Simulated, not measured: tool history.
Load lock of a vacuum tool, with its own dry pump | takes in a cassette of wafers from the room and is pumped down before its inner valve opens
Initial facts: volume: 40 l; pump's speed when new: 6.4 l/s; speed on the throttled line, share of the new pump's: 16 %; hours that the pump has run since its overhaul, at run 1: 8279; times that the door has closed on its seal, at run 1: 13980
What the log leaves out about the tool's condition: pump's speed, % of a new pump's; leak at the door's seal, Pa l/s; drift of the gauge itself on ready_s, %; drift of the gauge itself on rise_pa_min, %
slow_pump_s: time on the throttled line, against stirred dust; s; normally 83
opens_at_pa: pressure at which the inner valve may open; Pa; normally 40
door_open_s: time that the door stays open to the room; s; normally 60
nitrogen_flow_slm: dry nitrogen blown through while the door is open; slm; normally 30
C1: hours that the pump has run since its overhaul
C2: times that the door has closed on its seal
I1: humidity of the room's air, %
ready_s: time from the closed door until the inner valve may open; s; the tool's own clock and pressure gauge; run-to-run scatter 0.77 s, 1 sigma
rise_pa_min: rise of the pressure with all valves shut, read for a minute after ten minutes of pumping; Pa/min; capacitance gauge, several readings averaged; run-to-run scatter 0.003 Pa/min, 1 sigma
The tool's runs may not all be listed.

{"run": 1, "hour": 0.0, "slow_pump_s": 83, "opens_at_pa": 40, "door_open_s": 60, "nitrogen_flow_slm": 30, "C1": 8279, "C2": 13980, "I1": 44.8, "ready_s": 123.5, "rise_pa_min": 0.105}
{"run": 2, "hour": 63.9, "slow_pump_s": 83, "opens_at_pa": 40, "door_open_s": 60, "nitrogen_flow_slm": 30, "C1": 8343, "C2": 14186, "I1": 48.3, "ready_s": 122.8, "rise_pa_min": 0.11}
{"run": 3, "hour": 207.2, "slow_pump_s": 83, "opens_at_pa": 40, "door_open_s": 60, "nitrogen_flow_slm": 30, "C1": 8486, "C2": 14648, "I1": 46.9, "ready_s": 124.8, "rise_pa_min": 0.113}
{"run": 4, "hour": 308.6, "slow_pump_s": 83, "opens_at_pa": 40, "door_open_s": 60, "nitrogen_flow_slm": 30, "C1": 8587, "C2": 14975, "I1": 45.6, "ready_s": 124.5, "rise_pa_min": 0.114}
{"run": 5, "hour": 417.0, "slow_pump_s": 83, "opens_at_pa": 65, "door_open_s": 60, "nitrogen_flow_slm": 30, "C1": 8696, "C2": 15325, "I1": 42.5, "ready_s": 119.4, "rise_pa_min": 0.116}
{"run": 6, "hour": 494.2, "slow_pump_s": 83, "opens_at_pa": 65, "door_open_s": 60, "nitrogen_flow_slm": 30, "C1": 8773, "C2": 15574, "I1": 40.7, "ready_s": 122.3, "rise_pa_min": 0.114}
{"run": 7, "hour": 593.6, "slow_pump_s": 83, "opens_at_pa": 65, "door_open_s": 59, "nitrogen_flow_slm": 30, "C1": 8872, "C2": 15895, "I1": 45.2, "ready_s": 118.9, "rise_pa_min": 0.124}
{"run": 8, "hour": 680.3, "slow_pump_s": 83, "opens_at_pa": 65, "door_open_s": 59, "nitrogen_flow_slm": 30, "C1": 8959, "C2": 16175, "I1": 46.3, "ready_s": 120.9, "rise_pa_min": 0.131}
{"run": 9, "hour": 762.3, "slow_pump_s": 93, "opens_at_pa": 40, "door_open_s": 60, "nitrogen_flow_slm": 30, "C1": 9041, "C2": 16439, "I1": 46.7, "ready_s": 130.6, "rise_pa_min": 0.125}
{"run": 10, "hour": 894.5, "slow_pump_s": 83, "opens_at_pa": 40, "door_open_s": 60, "nitrogen_flow_slm": 30, "C1": 9173, "C2": 16866, "I1": 41.4, "ready_s": 124.1, "rise_pa_min": 0.132}
{"run": 11, "hour": 972.2, "slow_pump_s": 83, "opens_at_pa": 40, "door_open_s": 60, "nitrogen_flow_slm": 30, "C1": 9251, "C2": 17116, "I1": 43.2, "ready_s": 122.8, "rise_pa_min": 0.134}
{"run": 12, "hour": 1096.1, "slow_pump_s": 83, "opens_at_pa": 40, "door_open_s": 60, "nitrogen_flow_slm": 39, "C1": 9375, "C2": 17516, "I1": 46.2, "ready_s": 125.2, "rise_pa_min": 0.139}
{"run": 13, "hour": 1223.5, "slow_pump_s": 83, "opens_at_pa": 40, "door_open_s": 60, "nitrogen_flow_slm": 30, "C1": 9502, "C2": 17927, "I1": 45.3, "ready_s": 123, "rise_pa_min": 0.141}
{"run": 14, "hour": 1354.0, "slow_pump_s": 102, "opens_at_pa": 40, "door_open_s": 60, "nitrogen_flow_slm": 30, "C1": 9633, "C2": 18348, "I1": 40.1, "ready_s": 139.6, "rise_pa_min": 0.148}
{"run": 15, "hour": 1469.0, "slow_pump_s": 102, "opens_at_pa": 40, "door_open_s": 60, "nitrogen_flow_slm": 30, "C1": 9748, "C2": 18719, "I1": 46.7, "ready_s": 138.5, "rise_pa_min": 0.16}
{"run": 16, "hour": 1558.8, "slow_pump_s": 102, "opens_at_pa": 40, "door_open_s": 60, "nitrogen_flow_slm": 30, "C1": 9837, "C2": 19009, "I1": 47.2, "ready_s": 138.8, "rise_pa_min": 0.158}
{"run": 17, "hour": 1648.9, "slow_pump_s": 102, "opens_at_pa": 40, "door_open_s": 60, "nitrogen_flow_slm": 30, "C1": 9928, "C2": 19300, "I1": 47.9, "ready_s": 140.6, "rise_pa_min": 0.17}
{"run": 18, "hour": 1738.7, "slow_pump_s": 102, "opens_at_pa": 40, "door_open_s": 60, "nitrogen_flow_slm": 30, "C1": 10017, "C2": 19589, "I1": 42.1, "ready_s": 140.4, "rise_pa_min": 0.158}
{"run": 19, "hour": 1834.0, "slow_pump_s": 47, "opens_at_pa": 32, "door_open_s": 102, "nitrogen_flow_slm": 7, "C1": 10113, "C2": 19897, "I1": 45.3, "ready_s": 96.8, "rise_pa_min": 0.21}
{"run": 20, "hour": 1932.6, "slow_pump_s": 47, "opens_at_pa": 32, "door_open_s": 102, "nitrogen_flow_slm": 7, "C1": 10211, "C2": 20215, "I1": 45, "ready_s": 97.3, "rise_pa_min": 0.212}
{"run": 21, "hour": 2022.6, "slow_pump_s": 47, "opens_at_pa": 47, "door_open_s": 102, "nitrogen_flow_slm": 7, "C1": 10301, "C2": 20505, "I1": 45.3, "ready_s": 93.6, "rise_pa_min": 0.216}
{"run": 22, "hour": 2091.8, "slow_pump_s": 83, "opens_at_pa": 73, "door_open_s": 60, "nitrogen_flow_slm": 25, "C1": 10370, "C2": 20729, "I1": 44.1, "ready_s": 121.7, "rise_pa_min": 0.176}
{"run": 23, "hour": 2171.4, "slow_pump_s": 83, "opens_at_pa": 73, "door_open_s": 60, "nitrogen_flow_slm": 25, "C1": 10450, "C2": 20985, "I1": 50.1, "ready_s": 120.9, "rise_pa_min": 0.183}
{"run": 24, "hour": 2243.7, "slow_pump_s": 91, "opens_at_pa": 44, "door_open_s": 62, "nitrogen_flow_slm": 6, "C1": 10522, "C2": 21219, "I1": 44.4, "ready_s": 130, "rise_pa_min": 0.213}
{"run": 25, "hour": 2350.5, "slow_pump_s": 91, "opens_at_pa": 40, "door_open_s": 49, "nitrogen_flow_slm": 6, "C1": 10629, "C2": 21563, "I1": 45.8, "ready_s": 132.3, "rise_pa_min": 0.199}
{"run": 26, "hour": 2431.4, "slow_pump_s": 83, "opens_at_pa": 40, "door_open_s": 56, "nitrogen_flow_slm": 41, "C1": 10710, "C2": 21824, "I1": 46.3, "ready_s": 124.4, "rise_pa_min": 0.185}
{"run": 27, "hour": 2552.6, "slow_pump_s": 83, "opens_at_pa": 40, "door_open_s": 56, "nitrogen_flow_slm": 41, "C1": 10831, "C2": 22215, "I1": 43.5, "ready_s": 125.9, "rise_pa_min": 0.192}
{"run": 28, "hour": 2684.0, "slow_pump_s": 83, "opens_at_pa": 40, "door_open_s": 163, "nitrogen_flow_slm": 30, "C1": 10963, "C2": 22639, "I1": 48.5, "ready_s": 124.8, "rise_pa_min": 0.212}
{"run": 29, "hour": 2768.2, "slow_pump_s": 83, "opens_at_pa": 80, "door_open_s": 163, "nitrogen_flow_slm": 5, "C1": 11047, "C2": 22911, "I1": 43.3, "ready_s": 120.9, "rise_pa_min": 0.273}
{"run": 30, "hour": 2874.0, "slow_pump_s": 78, "opens_at_pa": 77, "door_open_s": 163, "nitrogen_flow_slm": 10, "C1": 11153, "C2": 23252, "I1": 41.9, "ready_s": 115.5, "rise_pa_min": 0.252}
{"run": 31, "hour": 2991.6, "slow_pump_s": 158, "opens_at_pa": 56, "door_open_s": 85, "nitrogen_flow_slm": 15, "C1": 11270, "C2": 23632, "I1": 45.8, "ready_s": 181.2, "rise_pa_min": 0.237}
{"run": 32, "hour": 3052.3, "slow_pump_s": 158, "opens_at_pa": 31, "door_open_s": 47, "nitrogen_flow_slm": 33, "C1": 11331, "C2": 23827, "I1": 45.5, "ready_s": 189.3, "rise_pa_min": 0.212}
{"run": 33, "hour": 3126.6, "slow_pump_s": 158, "opens_at_pa": 31, "door_open_s": 93, "nitrogen_flow_slm": 23, "C1": 11405, "C2": 24067, "I1": 41.7, "ready_s": 187.2, "rise_pa_min": 0.225}
{"run": 34, "hour": 3234.5, "slow_pump_s": 158, "opens_at_pa": 31, "door_open_s": 93, "nitrogen_flow_slm": 23, "C1": 11513, "C2": 24415, "I1": 44.8, "ready_s": 189.9, "rise_pa_min": 0.243}
{"run": 35, "hour": 3317.4, "slow_pump_s": 87, "opens_at_pa": 31, "door_open_s": 93, "nitrogen_flow_slm": 9, "C1": 11596, "C2": 24683, "I1": 44.8, "ready_s": 130.7, "rise_pa_min": 0.257}
{"run": 36, "hour": 3447.3, "slow_pump_s": 87, "opens_at_pa": 31, "door_open_s": 93, "nitrogen_flow_slm": 9, "C1": 11726, "C2": 25102, "I1": 47, "ready_s": 131.6, "rise_pa_min": 0.268}

3 options for the next run, each taken on its own from the tool as it stands now. Forecast them:
{"run": "A", "hour": 3520.4, "slow_pump_s": 49, "opens_at_pa": 35, "door_open_s": 60, "nitrogen_flow_slm": 30, "C1": 11799, "C2": 25338, "I1": 44.3, "ready_s": "?", "rise_pa_min": "?"}
{"run": "B", "hour": 3520.4, "slow_pump_s": 83, "opens_at_pa": 32, "door_open_s": 60, "nitrogen_flow_slm": 30, "C1": 11799, "C2": 25338, "I1": 47.2, "ready_s": "?", "rise_pa_min": "?"}
{"run": "C", "hour": 3520.4, "slow_pump_s": 110, "opens_at_pa": 31, "door_open_s": 37, "nitrogen_flow_slm": 9, "C1": 11799, "C2": 25338, "I1": 45.7, "ready_s": "?", "rise_pa_min": "?"}

run=A ready_s=99.5 rise_pa_min=0.237
run=B ready_s=128.5 rise_pa_min=0.235
run=C ready_s=149 rise_pa_min=0.24
Without the tool's hidden state the same runs would have given:
run=A ready_s=91 rise_pa_min=0.023
run=B ready_s=120.9 rise_pa_min=0.02
run=C ready_s=142.3 rise_pa_min=0.025
